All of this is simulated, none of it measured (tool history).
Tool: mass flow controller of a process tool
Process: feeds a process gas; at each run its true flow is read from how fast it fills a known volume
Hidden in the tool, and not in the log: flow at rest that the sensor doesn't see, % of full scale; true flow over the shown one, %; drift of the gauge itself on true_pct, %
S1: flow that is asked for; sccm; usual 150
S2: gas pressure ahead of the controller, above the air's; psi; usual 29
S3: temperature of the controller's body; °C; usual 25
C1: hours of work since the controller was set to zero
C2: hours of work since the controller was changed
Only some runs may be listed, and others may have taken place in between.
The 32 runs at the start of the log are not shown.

Run 33, hour 2483.2: usual settings but S2 29.4 psi; C1 674; C2 1717. Result: true flow (%) 97.71.
Run 34, hour 2582.5: usual settings but S1 304 sccm, S2 23.9 psi, S3 33 °C; C1 726; C2 1769. Result: true flow (%) 98.08.
Run 35, hour 2687.3: usual settings but S1 52 sccm, S2 24.2 psi, S3 20 °C; C1 781; C2 1824. Result: true flow (%) 98.75.
Run 36, hour 2743: usual settings but S1 52 sccm, S2 24.2 psi, S3 20 °C; C1 810; C2 1853. Result: true flow (%) 98.75.
Run 37, hour 2820.7: usual settings but S1 52 sccm, S2 28.7 psi, S3 23 °C; C1 850; C2 1893. Result: true flow (%) 98.35.
Run 38, hour 2882.2: usual settings but S1 195 sccm, S2 22.3 psi, S3 22 °C; C1 882; C2 1925. Result: true flow (%) 98.62.
Run 39, hour 2947.6: usual settings but S3 37 °C; C1 916; C2 1959. Result: true flow (%) 96.78.
Run 40, hour 3049.9: usual settings but S3 34 °C; C1 969; C2 2012. Result: true flow (%) 97.02.
Run 41, hour 3111.3: usual settings but S2 22.8 psi; C1 1001; C2 2044. Result: true flow (%) 98.19.
Run 42, hour 3200.5: usual settings but S2 27.6 psi, S3 38 °C; C1 1048; C2 2091. Result: true flow (%) 96.74.
Run 43, hour 3300.9: usual settings but S1 230 sccm, S2 29.6 psi, S3 22 °C; C1 1100; C2 2143. Result: true flow (%) 98.51.
Run 44, hour 3352.2: usual settings but S2 23.9 psi; C1 1127; C2 2170. Result: true flow (%) 98.07.
Run 45, hour 3447.3: usual settings but S1 255 sccm, S2 25.2 psi, S3 23 °C; C1 1176; C2 2219. Result: true flow (%) 98.75.
Run 46, hour 3503.1: usual settings but S1 155 sccm, S2 33.5 psi, S3 30 °C; C1 1205; C2 2248. Result: true flow (%) 97.36.
Run 47, hour 3585.8: usual settings but S1 248 sccm, S2 39.9 psi, S3 30 °C; C1 1248; C2 2291. Result: true flow (%) 97.38.

Below are 3 alternative next runs, each starting from the tool's condition after run 47. Predict each:
Run A, hour 3656.4: usual settings but S1 442 sccm, S2 33.8 psi, S3 22 °C; C1 1285; C2 2328. Result: true flow (%) ?.
Run B, hour 3656.4: usual settings but S1 247 sccm, S2 33.1 psi; C1 1285; C2 2328. Result: true flow (%) ?.
Run C, hour 3656.4: usual settings but S3 27 °C; C1 1285; C2 2328. Result: true flow (%) ?.

run  true flow (%)
  A          99.58
  B          98.08
  C          97.73
Stripped of hidden state, with their random variation kept, the same runs would have yielded:
run  true flow (%)
  A          99.75
  B          98.04
  C           97.4

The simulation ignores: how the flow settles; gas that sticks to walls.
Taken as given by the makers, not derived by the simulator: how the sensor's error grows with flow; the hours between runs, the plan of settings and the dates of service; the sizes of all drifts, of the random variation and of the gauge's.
